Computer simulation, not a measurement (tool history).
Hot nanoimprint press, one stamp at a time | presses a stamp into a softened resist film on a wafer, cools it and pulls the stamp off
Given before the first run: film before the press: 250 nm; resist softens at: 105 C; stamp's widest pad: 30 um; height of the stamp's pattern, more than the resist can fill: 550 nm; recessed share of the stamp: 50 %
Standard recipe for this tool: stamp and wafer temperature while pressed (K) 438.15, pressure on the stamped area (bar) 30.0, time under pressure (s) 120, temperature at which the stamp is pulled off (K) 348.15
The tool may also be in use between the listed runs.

run     day  stamp and wafer temperature while pressed (K)  pressure on the stamped area (bar)  time under pressure (s)  temperature at which the stamp is pulled off (K)  resist left under the stamp's widest pad (angstrom)  greatest force while the stamp is pulled off (N)
  1   0.000                                         438.15                                30.0                      120                                            348.15                                                 1059                                               266
  2   0.829                                         438.15                                30.0                      120                                            348.15                                                 1058                                               269
  3   1.829                                         438.15                                30.0                       66                                            348.15                                                 1315                                               269
  4   2.500                                         433.15                                30.0                      120                                            348.15                                                 1331                                               275
  5   3.342                                         433.15                                30.0                      120                                            348.15                                                 1329                                               270
  6   4.492                                         433.15                                30.0                      120                                            348.15                                                 1323                                               283
  7   5.017                                         433.15                                30.0                      120                                            348.15                                                 1323                                               271
  8   5.767                                         433.15                                30.0                      120                                            348.15                                                 1324                                               290
  9   6.417                                         433.15                                30.0                      120                                            337.15                                                 1320                                               326
 10   7.358                                         433.15                                30.0                      120                                            337.15                                                 1317                                               334
 11   8.100                                         433.15                                30.0                      120                                            337.15                                                 1314                                               334
 12   8.983                                         433.15                                30.0                      120                                            337.15                                                 1315                                               336
      9.154  -- plate thermocouple calibrated
 13   9.804                                         433.15                                30.0                      120                                            337.15                                                 1298                                               337
 14  10.967                                         433.15                                30.0                      120                                            337.15                                                 1296                                               354
 15  11.762                                         438.15                                30.0                      120                                            348.15                                                 1024                                               318
     12.242  -- plate thermocouple calibrated, once more
 16  12.712                                         438.15                                30.0                      120                                            337.15                                                 1083                                               372
 17  13.579                                         438.15                                39.1                      120                                            334.15                                                  965                                               362
 18  14.242                                         438.15                                27.6                      120                                            348.15                                                 1123                                               319
     15.254  -- press's hydraulic seals changed and the load cell set to zero
 19  15.367                                         430.15                                23.2                      118                                            347.15                                                 1680                                               324
 20  16.433                                         443.15                                46.6                      115                                            347.15                                                  689                                               347
 21  17.325                                         442.15                                38.7                      115                                            342.15                                                  792                                               362
 22  18.462                                         438.15                                30.0                      112                                            348.15                                                 1086                                               337
 23  19.371                                         438.15                                30.0                      112                                            340.15                                                 1084                                               371
 24  20.179                                         438.15                                30.0                       66                                            344.15                                                 1318                                               372
 25  20.662                                         438.15                                30.0                       66                                            344.15                                                 1312                                               379
 26  21.367                                         438.15                                30.0                       66                                            344.15                                                 1315                                               378
 27  22.000                                         440.15                                30.0                      174                                            348.15                                                  823                                               365
 28  22.962                                         438.15                                20.5                      103                                            348.15                                                 1308                                               370
     23.858  -- stamp cleaned and given a new release coat
 29  24.358                                         432.15                                20.5                      103                                            348.15                                                 1656                                               188
 30  25.000                                         432.15                                20.5                      103                                            342.15                                                 1658                                               208

Each row is a separate what-if for the run after 30, all from the same tool condition, not one after another. Results?
  A  25.725                                         427.15                                20.5                       76                                            343.15                                                    ?                                                 ?
  B  25.725                                         432.15                                20.5                      103                                            342.15                                                    ?                                                 ?
  C  25.725                                         438.15                                30.0                      167                                            348.15                                                    ?                                                 ?

run  resist left under the stamp's widest pad (angstrom)  greatest force while the stamp is pulled off (N)
  A                                                 2062                                               199
  B                                                 1655                                               210
  C                                                  915                                               196
What these runs would have given with no unlogged condition in the tool:
run  resist left under the stamp's widest pad (angstrom)  greatest force while the stamp is pulled off (N)
  A                                                 2091                                               194
  B                                                 1692                                               204
  C                                                  941                                               190
